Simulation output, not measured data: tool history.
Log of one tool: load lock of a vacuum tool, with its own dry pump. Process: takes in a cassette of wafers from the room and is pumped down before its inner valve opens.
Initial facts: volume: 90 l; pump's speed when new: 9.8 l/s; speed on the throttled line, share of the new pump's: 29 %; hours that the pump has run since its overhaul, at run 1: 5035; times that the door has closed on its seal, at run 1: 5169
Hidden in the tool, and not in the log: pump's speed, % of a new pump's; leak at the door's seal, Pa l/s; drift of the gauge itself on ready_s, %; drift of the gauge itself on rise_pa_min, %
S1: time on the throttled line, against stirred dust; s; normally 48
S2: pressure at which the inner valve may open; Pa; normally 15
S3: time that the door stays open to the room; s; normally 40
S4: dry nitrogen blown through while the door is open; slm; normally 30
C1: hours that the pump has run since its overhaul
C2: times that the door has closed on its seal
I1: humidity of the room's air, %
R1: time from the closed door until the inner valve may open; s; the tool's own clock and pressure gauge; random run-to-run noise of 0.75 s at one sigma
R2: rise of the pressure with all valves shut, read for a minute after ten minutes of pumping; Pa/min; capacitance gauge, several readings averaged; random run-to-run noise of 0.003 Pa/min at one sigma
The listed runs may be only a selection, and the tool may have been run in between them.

run 1 hour=0.0 | S1=48 S2=15 S3=40 S4=30 | C1=5035 C2=5169 | I1=44.8 | R1=121.1 R2=0.022
run 2 hour=347.7 | S1=48 S2=15 S3=40 S4=30 | C1=5383 C2=5868 | I1=46.7 | R1=121.8 R2=0.026
run 3 hour=583.8 | S1=48 S2=15 S3=40 S4=7 | C1=5619 C2=6342 | I1=48.3 | R1=120.1 R2=0.033
run 4 hour=1005.6 | S1=48 S2=15 S3=40 S4=30 | C1=6040 C2=7189 | I1=41.4 | R1=123.3 R2=0.029
run 5 hour=1392.4 | S1=48 S2=15 S3=40 S4=30 | C1=6427 C2=7967 | I1=43.4 | R1=122.3 R2=0.034
run 6 hour=1873.8 | S1=48 S2=15 S3=40 S4=30 | C1=6909 C2=8934 | I1=46.2 | R1=122.8 R2=0.035
run 7 hour=2212.7 | S1=48 S2=15 S3=40 S4=30 | C1=7248 C2=9614 | I1=42.3 | R1=123.6 R2=0.038
run 8 hour=2413.5 | S1=48 S2=15 S3=40 S4=30 | C1=7448 C2=10018 | I1=45.6 | R1=123.1 R2=0.047
run 9 hour=2633.5 | S1=48 S2=15 S3=40 S4=30 | C1=7668 C2=10460 | I1=43.0 | R1=123.7 R2=0.041
run 10 hour=2863.9 | S1=48 S2=16 S3=40 S4=30 | C1=7899 C2=10923 | I1=46.6 | R1=124.3 R2=0.045
run 11 hour=3321.8 | S1=29 S2=15 S3=40 S4=30 | C1=8357 C2=11842 | I1=46.3 | R1=111.7 R2=0.046
run 12 hour=3681.1 | S1=29 S2=15 S3=40 S4=30 | C1=8716 C2=12564 | I1=42.8 | R1=113.4 R2=0.051
run 13 hour=4122.1 | S1=29 S2=15 S3=40 S4=30 | C1=9157 C2=13450 | I1=45.7 | R1=113.6 R2=0.057
run 14 hour=4405.6 | S1=29 S2=15 S3=40 S4=30 | C1=9441 C2=14020 | I1=47.1 | R1=114.1 R2=0.057
run 15 hour=4623.0 | S1=34 S2=25 S3=79 S4=8 | C1=9658 C2=14456 | I1=46.4 | R1=111.6 R2=0.074
run 16 hour=4988.4 | S1=34 S2=25 S3=79 S4=17 | C1=10023 C2=15190 | I1=43.4 | R1=113.1 R2=0.073
run 17 hour=5320.7 | S1=34 S2=19 S3=54 S4=17 | C1=10356 C2=15858 | I1=46.2 | R1=116.5 R2=0.078
run 18 hour=5731.5 | S1=34 S2=19 S3=68 S4=17 | C1=10766 C2=16683 | I1=42.5 | R1=116.5 R2=0.083
run 19 hour=6088.5 | S1=88 S2=11 S3=68 S4=7 | C1=11123 C2=17401 | I1=43.2 | R1=157.1 R2=0.090
run 20 hour=6499.8 | S1=88 S2=11 S3=68 S4=7 | C1=11535 C2=18227 | I1=46.3 | R1=156.7 R2=0.099
run 21 hour=6915.4 | S1=88 S2=11 S3=68 S4=7 | C1=11950 C2=19062 | I1=43.1 | R1=160.9 R2=0.108
run 22 hour=7185.8 | S1=88 S2=11 S3=68 S4=7 | C1=12221 C2=19605 | I1=45.1 | R1=161.4 R2=0.105
run 23 hour=7527.7 | S1=36 S2=23 S3=145 S4=24 | C1=12563 C2=20292 | I1=45.5 | R1=120.1 R2=0.111
run 24 hour=7929.2 | S1=36 S2=23 S3=145 S4=24 | C1=12964 C2=21098 | I1=49.5 | R1=119.4 R2=0.117
run 25 hour=8186.8 | S1=36 S2=23 S3=145 S4=24 | C1=13222 C2=21616 | I1=45.5 | R1=120.2 R2=0.120
run 26 hour=8633.1 | S1=36 S2=23 S3=145 S4=24 | C1=13668 C2=22512 | I1=39.5 | R1=120.4 R2=0.123

The same runs without the tool's hidden state, with the same run-to-run variation:
run=1 R1=115.7 R2=0.005
run=2 R1=116.0 R2=0.007
run=3 R1=114.0 R2=0.012
run=4 R1=116.5 R2=0.005
run=5 R1=115.1 R2=0.008
run=6 R1=115.0 R2=0.004
run=7 R1=115.4 R2=0.006
run=8 R1=114.7 R2=0.011
run=9 R1=115.0 R2=0.004
run=10 R1=115.1 R2=0.005
run=11 R1=101.1 R2=0.001
run=12 R1=102.1 R2=0.003
run=13 R1=101.7 R2=0.005
run=14 R1=101.7 R2=0.001
run=15 R1=100.2 R2=0.017
run=16 R1=101.1 R2=0.010
run=17 R1=103.6 R2=0.012
run=18 R1=103.0 R2=0.011
run=19 R1=145.1 R2=0.014
run=20 R1=144.2 R2=0.017
run=21 R1=147.6 R2=0.021
run=22 R1=147.6 R2=0.017
run=23 R1=104.0 R2=0.019
run=24 R1=102.9 R2=0.018
run=25 R1=103.2 R2=0.016
run=26 R1=102.7 R2=0.016

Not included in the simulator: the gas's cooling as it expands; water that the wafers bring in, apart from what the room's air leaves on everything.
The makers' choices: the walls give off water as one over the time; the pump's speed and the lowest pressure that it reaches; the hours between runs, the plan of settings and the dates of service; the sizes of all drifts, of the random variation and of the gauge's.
